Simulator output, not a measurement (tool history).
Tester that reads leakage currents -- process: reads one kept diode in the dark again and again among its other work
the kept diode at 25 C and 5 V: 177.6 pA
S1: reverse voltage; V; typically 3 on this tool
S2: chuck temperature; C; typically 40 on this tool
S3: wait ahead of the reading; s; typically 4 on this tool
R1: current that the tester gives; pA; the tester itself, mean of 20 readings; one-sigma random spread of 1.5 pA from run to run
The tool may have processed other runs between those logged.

run	hour	S1	S2	S3	R1
1	0	3	40	4	556.66
2	78.2	3	40	4	558.01
# hour 86.5: probe card cleaned and baked
3	146	3	40	4	555.89
4	217.2	3	40	4	560.28
5	292.2	1.42	40	4	407.4
6	373	3	40	9.5	566.5
7	443.8	3	40	4	568.74
8	525.2	3	40	4	571.21
9	608.6	3	40	4	579.64
10	669.4	3	40	4	579.31
11	758.9	3	40	4	583.8
12	825.5	3	40	4	590.04
13	879.5	3	37	4	462.97
14	980.8	3	37	4	468.61
15	1038.5	3	40	4	598.61
16	1125.4	3	40	4	598.44
17	1231.1	3	40	4	603.61
18	1284.4	3	40	4	606.08
# hour 1381.1: chuck's temperature calibrated
19	1386.9	3	40	4	525.02
20	1472	3	40	4	525.96
21	1543.4	5.85	24	0.72	191.74
22	1586.4	5.85	24	0.72	192.61
23	1672	19.26	26	1.16	405.05
24	1716.6	2.33	34	8.4	296.77
# hour 1724.2: probe card cleaned and baked
25	1767.1	16.1	24	2.96	284.21
# hour 1778.9: tester calibrated
26	1820.3	16.1	24	2.96	287.4
27	1872.2	5.15	21	0.37	138.95
28	1936.9	12.82	40	4	1025.5
29	2038.9	2.56	21	8.06	100.78
30	2138.8	2.56	21	8.06	101.97
# hour 2231.9: tester calibrated, once more
31	2246.2	3	22	0.32	122.99
32	2319.4	3	21	3.4	109.77
33	2375.4	3	44	0.73	761.96
34	2448.4	3	21	4	111.65
35	2545.7	7.66	29	0.52	346.46
36	2647.5	3.32	40	4	591.43
37	2724.4	19.11	41	0.43	1405.06
38	2780.8	19.11	41	0.43	1401.44
39	2831.7	2.94	41	0.43	618.13

Below are 3 alternative next runs, each starting from the tool's condition after run 39. Predict each:
A	2922	14.17	43	4	?
B	2922	2.94	37	3.08	?
C	2922	1.89	56	1.4	?

run	R1
A	1446.61
B	450.62
C	1601.26
What these runs would have given with no unlogged condition in the tool:
run	R1
A	1273.77
B	396.95
C	1440.09
